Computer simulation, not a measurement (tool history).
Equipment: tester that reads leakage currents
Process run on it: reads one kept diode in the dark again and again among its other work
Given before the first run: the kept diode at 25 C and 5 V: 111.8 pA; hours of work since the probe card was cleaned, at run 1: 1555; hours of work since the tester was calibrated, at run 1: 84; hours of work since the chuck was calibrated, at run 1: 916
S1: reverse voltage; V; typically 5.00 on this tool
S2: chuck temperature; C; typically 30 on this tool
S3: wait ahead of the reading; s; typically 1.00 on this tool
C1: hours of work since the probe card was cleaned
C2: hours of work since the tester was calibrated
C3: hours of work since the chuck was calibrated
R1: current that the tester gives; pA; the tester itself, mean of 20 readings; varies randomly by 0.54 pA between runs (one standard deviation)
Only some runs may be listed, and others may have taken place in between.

run    hour     S1  S2    S3    C1    C2    C3      R1
  1     0.0   5.00  30  1.00  1555    84   916  190.22
  2    86.4   5.00  25  1.00  1620   150   982  121.44
  3   169.9   5.00  25  1.00  1683   213  1045  123.31
  4   227.9   5.00  30  1.00  1727   256  1088  193.04
  5   276.4   5.00  30  1.00  1763   293  1125  193.35
  6   344.5   8.23  30  1.00  1815   345  1176  239.29
  7   408.0   8.23  30  1.00  1863   393  1224  240.00
  8   507.0   8.23  30  1.00  1937   467  1299  241.86
  9   568.0   8.23  30  1.00  1983   513  1345  241.77
 10   651.4   5.85  30  1.00  2046   576  1408  210.82
 11   722.6   5.85  30  1.00  2100   630  1462  210.86
 12   789.7   5.85  30  1.00  2151   681  1513  211.44
 13   854.5   9.00  30  1.00  2200   730  1562  256.19
 14   909.6   5.00  30  1.00  2241   771  1603  200.11
      919.6  -- chuck's temperature calibrated
 15   996.6   5.00  30  1.00  2306   835    58  190.89
 16  1085.7   5.00  30  1.00  2373   903   125  191.14
 17  1160.1   5.00  30  1.00  2429   959   182  191.77
 18  1204.4   5.00  30  1.00  2462   992   215  192.12
 19  1279.6   8.69  30  1.00  2519  1049   272  244.87
     1291.2  -- probe card cleaned and baked
 20  1363.8   5.00  30  1.00    55  1110   333  196.08
 21  1429.2   5.00  30  1.00   104  1160   383  197.03
 22  1488.7   5.27  23  0.36   149  1205   427  113.30
     1498.7  -- probe card cleaned and baked, once more
 23  1556.1  10.11  23  9.00    43  1253   476  125.82
 24  1635.4  10.11  23  9.00   103  1313   536  127.99
 25  1715.6  10.11  23  9.00   164  1374   597  127.77
 26  1784.7  13.36  27  1.59   216  1426   649  210.73
 27  1872.7  11.90  27  1.59   282  1492   715  201.61
 28  1963.2   3.85  30  1.00   351  1561   783  169.80
 29  2007.5  13.52  30  1.00   384  1594   817  281.53
 30  2071.2   5.13  46  1.00   432  1642   865  767.50
 31  2142.3   1.12  41  1.00   486  1696   919  276.48
 32  2243.3   2.35  29  5.98   562  1772   995  128.42
 33  2333.5   5.68  34  3.77   630  1840  1063  286.99

Run 34 has not been measured yet. What should we expect?
 34  2410.2  5.68  34  3.77  688  1898  1121   ?

{"run 34": {"R1": 290.81}}
With no hidden state in the tool, this same run would have given R1 271.55 pA.
